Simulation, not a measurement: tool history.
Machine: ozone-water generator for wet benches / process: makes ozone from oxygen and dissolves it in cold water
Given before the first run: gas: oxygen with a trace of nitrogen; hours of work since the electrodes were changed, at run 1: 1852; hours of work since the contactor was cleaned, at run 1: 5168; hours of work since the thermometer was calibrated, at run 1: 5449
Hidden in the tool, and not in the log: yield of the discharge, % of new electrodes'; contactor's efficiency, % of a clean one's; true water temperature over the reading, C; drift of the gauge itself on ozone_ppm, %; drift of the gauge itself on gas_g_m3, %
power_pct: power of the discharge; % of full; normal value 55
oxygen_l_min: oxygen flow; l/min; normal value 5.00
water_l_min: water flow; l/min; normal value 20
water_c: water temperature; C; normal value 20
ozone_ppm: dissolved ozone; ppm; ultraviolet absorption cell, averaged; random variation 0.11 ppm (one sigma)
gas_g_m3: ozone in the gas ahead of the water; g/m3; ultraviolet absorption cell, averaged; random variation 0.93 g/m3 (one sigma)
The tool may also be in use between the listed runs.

run	hour	power_pct	oxygen_l_min	water_l_min	water_c	hours of work since the electrodes were changed	hours of work since the contactor was cleaned	hours of work since the thermometer was calibrated	ozone_ppm	gas_g_m3
1	0.0	55	5.00	20	20	1852	5168	5449	15.9	201.4
2	28.5	55	5.00	20	20	1877	5193	5475	16.1	202.5
# hour 31.3: water thermometer calibrated
3	81.2	55	5.00	20	25	1924	5240	45	14.9	199.9
4	119.8	55	5.00	20	25	1959	5275	80	14.9	202.3
5	145.8	55	5.00	20	25	1982	5299	103	14.8	201.0
6	187.0	55	5.00	20	25	2019	5336	140	14.9	200.5
7	227.0	55	5.00	18	20	2055	5371	176	17.6	200.5
8	273.3	55	5.00	20	27	2097	5413	217	14.4	202.8
9	318.9	55	5.00	20	27	2138	5454	258	14.3	203.5
10	370.1	55	5.00	20	27	2184	5500	304	14.3	200.9
11	397.2	55	5.00	20	27	2208	5524	329	14.2	201.5
12	430.3	55	5.00	20	27	2238	5554	359	14.0	200.8
13	469.0	55	5.00	20	27	2273	5589	393	14.3	200.4
14	507.8	55	5.00	20	20	2308	5624	428	16.0	200.2
15	550.9	55	5.00	20	20	2346	5663	467	15.9	201.3
16	599.3	55	5.00	20	20	2390	5706	510	15.8	200.1
17	646.2	82	5.00	30	14	2432	5748	553	16.1	279.2
# hour 669.0: contactor cleaned
18	674.4	93	5.07	32	20	2454	5	574	17.2	309.6

Run 19 comes next. What will it give?
19	698.9	55	5.00	28	23	2476	27	596	?	?

ozone_ppm: 12.1 ppm
gas_g_m3: 198.1 g/m3
The same run, on a tool lacking any hidden state, would have yielded ozone_ppm 12.6 ppm, gas_g_m3 204.3 g/m3.

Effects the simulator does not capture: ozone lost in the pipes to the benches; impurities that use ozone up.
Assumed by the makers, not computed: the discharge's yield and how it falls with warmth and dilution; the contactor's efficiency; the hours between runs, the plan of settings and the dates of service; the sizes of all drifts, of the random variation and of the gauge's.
